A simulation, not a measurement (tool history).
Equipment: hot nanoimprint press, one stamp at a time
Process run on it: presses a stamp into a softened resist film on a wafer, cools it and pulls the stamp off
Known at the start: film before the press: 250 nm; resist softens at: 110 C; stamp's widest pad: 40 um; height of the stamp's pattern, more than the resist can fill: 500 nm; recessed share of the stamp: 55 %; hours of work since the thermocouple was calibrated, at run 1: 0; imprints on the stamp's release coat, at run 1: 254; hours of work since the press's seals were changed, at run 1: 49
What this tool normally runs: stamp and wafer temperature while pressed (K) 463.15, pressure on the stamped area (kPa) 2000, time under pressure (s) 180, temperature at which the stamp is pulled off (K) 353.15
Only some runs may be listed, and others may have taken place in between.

run	day	stamp and wafer temperature while pressed (K)	pressure on the stamped area (kPa)	time under pressure (s)	temperature at which the stamp is pulled off (K)	hours of work since the thermocouple was calibrated	imprints on the stamp's release coat	hours of work since the press's seals were changed	resist left under the stamp's widest pad (angstrom)	greatest force while the stamp is pulled off (N)
1	0.000	463.15	2000	180	353.15	0	254	49	1048	226
2	1.375	463.15	2000	180	353.15	25	384	75	1055	232
3	2.679	463.15	2000	180	353.15	49	507	98	1062	230
4	4.888	463.15	2000	180	353.15	89	715	139	1080	243
5	6.508	463.15	2000	180	353.15	119	867	169	1074	240
6	7.429	463.15	2000	180	353.15	136	954	185	1081	247
7	9.562	463.15	2000	180	353.15	175	1155	224	1092	245
8	11.279	462.15	2000	180	353.15	206	1317	256	1131	260
9	13.421	462.15	2000	180	353.15	246	1519	295	1147	281
# day 14.625: plate thermocouple calibrated
10	15.454	462.15	1940	180	353.15	15	1699	330	1120	271
# day 16.242: stamp cleaned and given a new release coat
11	16.683	462.15	1940	180	353.15	33	42	348	1118	223
12	18.717	460.15	2630	343	358.15	70	234	385	821	218
13	19.942	460.15	2630	343	358.15	93	349	408	819	222
14	21.900	460.15	2630	343	358.15	129	534	444	832	225
15	24.117	460.15	2630	343	358.15	169	743	484	834	237
16	25.229	460.15	2630	343	358.15	190	847	504	835	235
17	27.404	460.15	2630	343	358.15	229	1053	544	842	243
# day 29.429: plate thermocouple calibrated
18	29.654	460.15	2630	343	358.15	4	1253	583	803	249
19	31.862	463.15	2000	101	338.15	45	1461	624	1331	297
20	33.362	464.15	2890	180	352.15	72	1602	651	876	278
21	34.275	471.15	2890	180	352.15	89	1688	668	677	277
# day 35.183: stamp cleaned and given a new release coat
22	36.617	471.15	2890	180	352.15	127	136	706	681	226

Branching from run 22: 5 alternative next runs. What would each branch give?
# day 37.721: press's hydraulic seals changed and the load cell set to zero
A	38.517	470.15	2570	144	353.15	156	283	15	?	?
# day 37.721: press's hydraulic seals changed and the load cell set to zero
B	38.517	462.15	2890	180	345.15	156	283	15	?	?
# day 37.721: press's hydraulic seals changed and the load cell set to zero
C	38.517	473.15	2510	180	353.15	156	283	15	?	?
# day 37.721: press's hydraulic seals changed and the load cell set to zero
D	38.517	472.15	2890	180	358.15	156	283	15	?	?
# day 37.721: press's hydraulic seals changed and the load cell set to zero
E	38.517	463.15	2000	114	353.15	156	283	15	?	?

run	resist left under the stamp's widest pad (angstrom)	greatest force while the stamp is pulled off (N)
A	824	224
B	952	243
C	667	234
D	650	225
E	1286	227
Without the tool's hidden state the same runs would have given:
run	resist left under the stamp's widest pad (angstrom)	greatest force while the stamp is pulled off (N)
A	809	216
B	933	234
C	655	225
D	638	216
E	1264	219

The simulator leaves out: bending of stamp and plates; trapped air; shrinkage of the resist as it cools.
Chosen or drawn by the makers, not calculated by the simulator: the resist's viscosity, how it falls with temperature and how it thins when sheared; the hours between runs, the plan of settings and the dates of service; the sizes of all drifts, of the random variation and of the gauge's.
